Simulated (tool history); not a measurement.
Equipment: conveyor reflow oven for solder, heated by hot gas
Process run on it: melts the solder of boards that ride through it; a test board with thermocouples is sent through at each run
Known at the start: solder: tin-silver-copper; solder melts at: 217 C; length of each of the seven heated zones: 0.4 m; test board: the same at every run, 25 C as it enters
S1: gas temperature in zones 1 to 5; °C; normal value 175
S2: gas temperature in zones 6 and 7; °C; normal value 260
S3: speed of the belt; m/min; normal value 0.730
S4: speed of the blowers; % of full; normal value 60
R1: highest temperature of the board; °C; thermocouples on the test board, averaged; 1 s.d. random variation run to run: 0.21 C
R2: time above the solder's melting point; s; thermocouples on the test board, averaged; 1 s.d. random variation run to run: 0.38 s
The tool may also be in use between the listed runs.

run   hour   S1   S2     S3  S4     R1    R2
  1    0.0  175  260  0.730  60  237.9  36.8
  2   25.4  175  260  0.730  60  239.5  37.6
  3   53.7  175  260  0.730  60  239.2  38.2
  4   80.8  175  260  0.730  60  239.4  37.6
  5   98.7  175  260  0.730  60  238.8  37.9
  6  116.3  175  260  0.730  62  240.1  39.2
  7  138.6  175  262  0.730  60  241.0  39.5
  8  161.2  175  262  0.730  60  241.0  39.0
  9  180.1  176  260  0.730  60  239.6  37.8
 10  198.0  175  260  0.730  60  238.0  37.7
 11  217.4  175  260  0.730  76  242.8  42.4
 12  238.0  175  260  0.730  56  236.8  34.6
 13  265.3  175  260  0.730  60  238.4  37.1
 14  293.2  175  260  0.730  60  238.1  36.8
 15  312.5  175  260  0.730  60  237.9  36.8
 16  343.6  175  260  0.730  60  237.8  37.1
 17  371.4  188  261  0.730  60  242.1  45.3
 18  387.9  164  260  0.730  56  233.6  28.6
 19  401.3  175  260  0.684  83  246.1  49.6
 20  419.1  175  271  0.674  50  245.7  47.4
 21  438.0  170  261  0.675  75  244.6  46.2
 22  457.7  169  259  0.730  60  236.1  32.7
 23  485.5  168  255  0.746  67  233.9  29.8
 24  510.6  189  256  0.730  60  238.5  42.0
 25  536.6  189  256  0.730  60  238.3  42.6
 26  561.9  175  260  0.618  60  243.9  51.9
 27  585.6  175  260  0.618  60  244.7  53.2
 28  609.7  189  260  0.704  60  243.7  50.4
 29  626.3  189  248  0.711  60  233.7  40.0
 30  653.3  175  260  0.763  86  244.3  42.5
 31  674.6  179  260  0.597  86  251.0  65.1
 32  688.5  175  260  0.846  67  236.0  28.9

Withheld: 3 entries from between the runs. Position of each, and hidden state at the listed run before versus the listed run after:
Between runs 1 and 2: flux residue cleaned out of gas plates and filters (hour 9.9)
  heat that the gas passes to the board, % of a clean oven's: 94.3 -> 99.5; belt's true speed, % of the reading: 98.95 -> 98.92; true gas temperature in zones 6 and 7 over the reading, C: 1.22 -> 1.24
  measured minus no-state result, R1: -0.2 -> +1.3 °C; R2: -0.2 -> +1.6 s
Between runs 9 and 10: thermocouples of zones 6 and 7 changed (hour 189.8)
  heat that the gas passes to the board, % of a clean oven's: 98.1 -> 98; belt's true speed, % of the reading: 98.7 -> 98.68; true gas temperature in zones 6 and 7 over the reading, C: 1.4 -> 0.14
  measured minus no-state result, R1: +1.1 -> +0.1 °C; R2: +1.5 -> +0.5 s
Between runs 26 and 27: flux residue cleaned out of gas plates and filters (hour 585.6)
  heat that the gas passes to the board, % of a clean oven's: 95 -> 99.5; belt's true speed, % of the reading: 98.16 -> 98.14; true gas temperature in zones 6 and 7 over the reading, C: 0.51 -> 0.53
  measured minus no-state result, R1: -0.2 -> +0.9 °C; R2: +0.6 -> +2.0 s
